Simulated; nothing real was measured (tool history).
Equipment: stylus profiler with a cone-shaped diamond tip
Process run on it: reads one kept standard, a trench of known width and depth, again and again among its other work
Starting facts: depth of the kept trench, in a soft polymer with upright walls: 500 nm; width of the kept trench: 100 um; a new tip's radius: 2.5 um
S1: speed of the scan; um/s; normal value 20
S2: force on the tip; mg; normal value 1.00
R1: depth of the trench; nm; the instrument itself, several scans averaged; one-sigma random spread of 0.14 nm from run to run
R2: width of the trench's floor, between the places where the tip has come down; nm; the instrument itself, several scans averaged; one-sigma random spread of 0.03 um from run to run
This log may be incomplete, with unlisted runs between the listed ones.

run	hour	S1	S2	R1	R2
1	0.0	20	1.00	501.40	95430
2	49.7	20	1.00	501.14	95320
3	98.6	27	1.00	501.36	95260
4	128.8	20	1.15	501.29	95310
5	172.1	20	1.15	501.64	95210
6	219.3	20	1.00	500.84	95160
7	271.3	16	1.00	500.73	95190
8	323.8	16	0.62	500.19	95070
9	379.8	20	1.12	501.17	95040
10	445.3	20	1.12	501.32	95060
11	501.3	20	1.00	501.02	94950
# hour 524.7: new tip fitted, height scale calibrated
12	552.4	20	1.00	503.21	96780
13	619.0	20	1.00	503.11	96720
14	658.8	20	1.00	502.74	96670
15	698.9	13	1.00	502.91	96720
16	751.9	13	1.00	502.70	96590
# hour 755.6: height scale calibrated on a step standard
17	791.1	13	0.35	501.03	96520
18	823.7	13	0.35	501.60	96490
19	888.3	13	0.35	501.21	96340
20	937.5	13	0.35	501.29	96300
# hour 967.2: height scale calibrated on a step standard, once more
21	989.8	20	1.00	502.81	96300
22	1034.5	20	1.00	502.88	96190
23	1076.8	60	0.55	501.75	95760

Forecast run 24:
24	1134.1	15	0.35	?	?

Run 24 measured R1 501.01 nm, R2 96110 nm.
With no hidden state in the tool, this same run would have given R1 501.10 nm, R2 96830 nm.

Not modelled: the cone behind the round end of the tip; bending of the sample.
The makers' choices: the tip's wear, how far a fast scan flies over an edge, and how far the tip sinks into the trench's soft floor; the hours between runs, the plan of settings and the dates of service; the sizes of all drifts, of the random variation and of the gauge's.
